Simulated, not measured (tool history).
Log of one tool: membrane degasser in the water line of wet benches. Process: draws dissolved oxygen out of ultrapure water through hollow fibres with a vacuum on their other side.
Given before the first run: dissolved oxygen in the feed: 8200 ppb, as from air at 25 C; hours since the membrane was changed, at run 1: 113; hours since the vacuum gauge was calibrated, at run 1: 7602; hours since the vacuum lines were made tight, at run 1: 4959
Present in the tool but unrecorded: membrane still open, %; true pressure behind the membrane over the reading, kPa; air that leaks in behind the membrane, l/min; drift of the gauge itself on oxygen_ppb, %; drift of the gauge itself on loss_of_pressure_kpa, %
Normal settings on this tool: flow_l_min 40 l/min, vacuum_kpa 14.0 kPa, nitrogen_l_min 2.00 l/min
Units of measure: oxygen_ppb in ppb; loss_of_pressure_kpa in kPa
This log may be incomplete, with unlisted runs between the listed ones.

| run | hour | flow_l_min | vacuum_kpa | nitrogen_l_min | hours since the membrane was changed | hours since the vacuum gauge was calibrated | hours since the vacuum lines were made tight | oxygen_ppb | loss_of_pressure_kpa |
|---|---|---|---|---|---|---|---|---|---|
| 1 | 0.0 | 40 | 14.0 | 2.00 | 113 | 7602 | 4959 | 482.4 | 41.55 |
| 2 | 59.3 | 40 | 14.0 | 2.00 | 172 | 7661 | 5019 | 480.3 | 41.37 |
| 3 | 117.8 | 40 | 14.0 | 2.00 | 230 | 7720 | 5077 | 481.8 | 41.16 |
| 4 | 163.7 | 40 | 14.0 | 1.55 | 276 | 7766 | 5123 | 590.2 | 41.01 |
| 5 | 235.9 | 40 | 14.0 | 2.00 | 349 | 7838 | 5195 | 478.9 | 41.54 |
| 6 | 276.3 | 50 | 14.0 | 2.00 | 389 | 7878 | 5235 | 586.7 | 51.76 |
|  | 281.6 | vacuum gauge calibrated |
| 7 | 333.8 | 50 | 14.0 | 2.00 | 446 | 52 | 5292 | 587.5 | 51.72 |
| 8 | 380.8 | 50 | 25.1 | 2.00 | 493 | 99 | 5339 | 1089.3 | 51.84 |
| 9 | 431.0 | 61 | 14.0 | 5.94 | 543 | 149 | 5390 | 299.2 | 63.19 |
| 10 | 472.0 | 61 | 14.0 | 5.94 | 584 | 190 | 5431 | 299.4 | 63.25 |
| 11 | 537.6 | 58 | 14.0 | 0.84 | 650 | 256 | 5496 | 1221.8 | 60.46 |
| 12 | 608.2 | 58 | 14.0 | 0.84 | 720 | 327 | 5567 | 1216.2 | 60.08 |

Branching from run 12: 5 alternative next runs. What would each branch give?
| A | 646.8 | 42 | 15.9 | 0.84 | 759 | 365 | 5606 | ? | ? |
| B | 646.8 | 61 | 14.0 | 3.03 | 759 | 365 | 5606 | ? | ? |
| C | 646.8 | 32 | 14.0 | 4.34 | 759 | 365 | 5606 | ? | ? |
| D | 646.8 | 30 | 14.0 | 2.00 | 759 | 365 | 5606 | ? | ? |
| E | 646.8 | 58 | 16.4 | 1.38 | 759 | 365 | 5606 | ? | ? |

| run | oxygen_ppb | loss_of_pressure_kpa |
|---|---|---|
| A | 1115.1 | 43.55 |
| B | 507.2 | 63.26 |
| C | 200.3 | 33.35 |
| D | 374.7 | 30.92 |
| E | 1041.9 | 60.42 |
Take away the tool's hidden state, keep each run's random variation, and the runs would have read:
| run | oxygen_ppb | loss_of_pressure_kpa |
|---|---|---|
| A | 1089.5 | 43.32 |
| B | 490.8 | 62.92 |
| C | 191.8 | 33.17 |
| D | 360.0 | 30.75 |
| E | 1017.5 | 60.09 |
